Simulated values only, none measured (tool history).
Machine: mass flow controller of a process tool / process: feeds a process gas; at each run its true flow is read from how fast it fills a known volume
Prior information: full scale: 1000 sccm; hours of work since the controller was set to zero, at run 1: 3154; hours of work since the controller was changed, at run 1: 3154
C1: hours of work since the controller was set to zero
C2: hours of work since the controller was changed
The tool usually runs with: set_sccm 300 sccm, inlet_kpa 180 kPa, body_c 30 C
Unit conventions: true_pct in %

{"run": 1, "hour": 0.0, "set_sccm": 300, "inlet_kpa": 180, "body_c": 30, "C1": 3154, "C2": 3154, "true_pct": 97.91}
{"run": 2, "hour": 301.0, "set_sccm": 300, "inlet_kpa": 180, "body_c": 30, "C1": 3249, "C2": 3249, "true_pct": 97.99}
{"run": 3, "hour": 699.9, "set_sccm": 300, "inlet_kpa": 180, "body_c": 30, "C1": 3374, "C2": 3374, "true_pct": 97.88}
{"run": 4, "hour": 1089.9, "set_sccm": 300, "inlet_kpa": 180, "body_c": 30, "C1": 3497, "C2": 3497, "true_pct": 98.1}
{"run": 5, "hour": 1410.4, "set_sccm": 300, "inlet_kpa": 180, "body_c": 30, "C1": 3597, "C2": 3597, "true_pct": 97.98}
{"run": 6, "hour": 1675.8, "set_sccm": 300, "inlet_kpa": 168, "body_c": 30, "C1": 3681, "C2": 3681, "true_pct": 97.93}
{"run": 7, "hour": 2074.1, "set_sccm": 357, "inlet_kpa": 168, "body_c": 30, "C1": 3806, "C2": 3806, "true_pct": 97.85}
{"run": 8, "hour": 2379.9, "set_sccm": 300, "inlet_kpa": 180, "body_c": 35, "C1": 3902, "C2": 3902, "true_pct": 97.97}
{"run": 9, "hour": 2586.4, "set_sccm": 300, "inlet_kpa": 208, "body_c": 35, "C1": 3967, "C2": 3967, "true_pct": 97.89}
{"run": 10, "hour": 2887.6, "set_sccm": 175, "inlet_kpa": 180, "body_c": 30, "C1": 4062, "C2": 4062, "true_pct": 99.0}
{"run": 11, "hour": 3119.6, "set_sccm": 300, "inlet_kpa": 180, "body_c": 38, "C1": 4135, "C2": 4135, "true_pct": 98.24}
{"run": 12, "hour": 3432.3, "set_sccm": 300, "inlet_kpa": 180, "body_c": 30, "C1": 4233, "C2": 4233, "true_pct": 97.83}
{"run": 13, "hour": 3716.7, "set_sccm": 522, "inlet_kpa": 180, "body_c": 30, "C1": 4322, "C2": 4322, "true_pct": 97.53}
{"run": 14, "hour": 4067.5, "set_sccm": 522, "inlet_kpa": 180, "body_c": 30, "C1": 4433, "C2": 4433, "true_pct": 97.33}
{"run": 15, "hour": 4259.7, "set_sccm": 522, "inlet_kpa": 180, "body_c": 30, "C1": 4493, "C2": 4493, "true_pct": 97.43}
{"run": 16, "hour": 4584.6, "set_sccm": 104, "inlet_kpa": 180, "body_c": 30, "C1": 4595, "C2": 4595, "true_pct": 101.8}
{"run": 17, "hour": 5025.5, "set_sccm": 104, "inlet_kpa": 180, "body_c": 30, "C1": 4734, "C2": 4734, "true_pct": 101.61}
{"run": 18, "hour": 5451.0, "set_sccm": 104, "inlet_kpa": 180, "body_c": 30, "C1": 4868, "C2": 4868, "true_pct": 101.97}
{"run": 19, "hour": 5630.6, "set_sccm": 724, "inlet_kpa": 154, "body_c": 39, "C1": 4924, "C2": 4924, "true_pct": 97.89}
{"run": 20, "hour": 5929.6, "set_sccm": 144, "inlet_kpa": 251, "body_c": 27, "C1": 5018, "C2": 5018, "true_pct": 99.53}
{"run": 21, "hour": 6208.9, "set_sccm": 387, "inlet_kpa": 180, "body_c": 30, "C1": 5106, "C2": 5106, "true_pct": 97.36}
{"run": 22, "hour": 6559.1, "set_sccm": 149, "inlet_kpa": 151, "body_c": 30, "C1": 5216, "C2": 5216, "true_pct": 99.91}
{"run": 23, "hour": 6907.3, "set_sccm": 276, "inlet_kpa": 149, "body_c": 30, "C1": 5325, "C2": 5325, "true_pct": 97.92}
{"run": 24, "hour": 7089.8, "set_sccm": 402, "inlet_kpa": 165, "body_c": 34, "C1": 5383, "C2": 5383, "true_pct": 97.41}
{"run": 25, "hour": 7426.3, "set_sccm": 653, "inlet_kpa": 180, "body_c": 32, "C1": 5488, "C2": 5488, "true_pct": 97.29}
{"run": 26, "hour": 7798.0, "set_sccm": 653, "inlet_kpa": 180, "body_c": 32, "C1": 5605, "C2": 5605, "true_pct": 97.08}
{"run": 27, "hour": 8004.2, "set_sccm": 653, "inlet_kpa": 220, "body_c": 31, "C1": 5670, "C2": 5670, "true_pct": 96.84}
{"run": 28, "hour": 8284.0, "set_sccm": 653, "inlet_kpa": 220, "body_c": 31, "C1": 5758, "C2": 5758, "true_pct": 96.74}
{"run": 29, "hour": 8496.9, "set_sccm": 412, "inlet_kpa": 163, "body_c": 33, "C1": 5825, "C2": 5825, "true_pct": 97.24}
{"run": 30, "hour": 8739.7, "set_sccm": 412, "inlet_kpa": 163, "body_c": 33, "C1": 5901, "C2": 5901, "true_pct": 97.16}
{"run": 31, "hour": 8937.7, "set_sccm": 343, "inlet_kpa": 155, "body_c": 32, "C1": 5964, "C2": 5964, "true_pct": 97.33}

3 ways to go on from here, each from the tool as it stands after run 31. What would each give?
{"run": "A", "hour": 9354.7, "set_sccm": 183, "inlet_kpa": 279, "body_c": 32, "C1": 6095, "C2": 6095, "true_pct": "?"}
{"run": "B", "hour": 9354.7, "set_sccm": 300, "inlet_kpa": 180, "body_c": 33, "C1": 6095, "C2": 6095, "true_pct": "?"}
{"run": "C", "hour": 9354.7, "set_sccm": 271, "inlet_kpa": 159, "body_c": 25, "C1": 6095, "C2": 6095, "true_pct": "?"}

run=A true_pct=98.70
run=B true_pct=97.47
run=C true_pct=97.55
The same runs, with their run-to-run variation unchanged, on a tool lacking any hidden condition would have given:
run=A true_pct=97.52
run=B true_pct=98.26
run=C true_pct=98.00
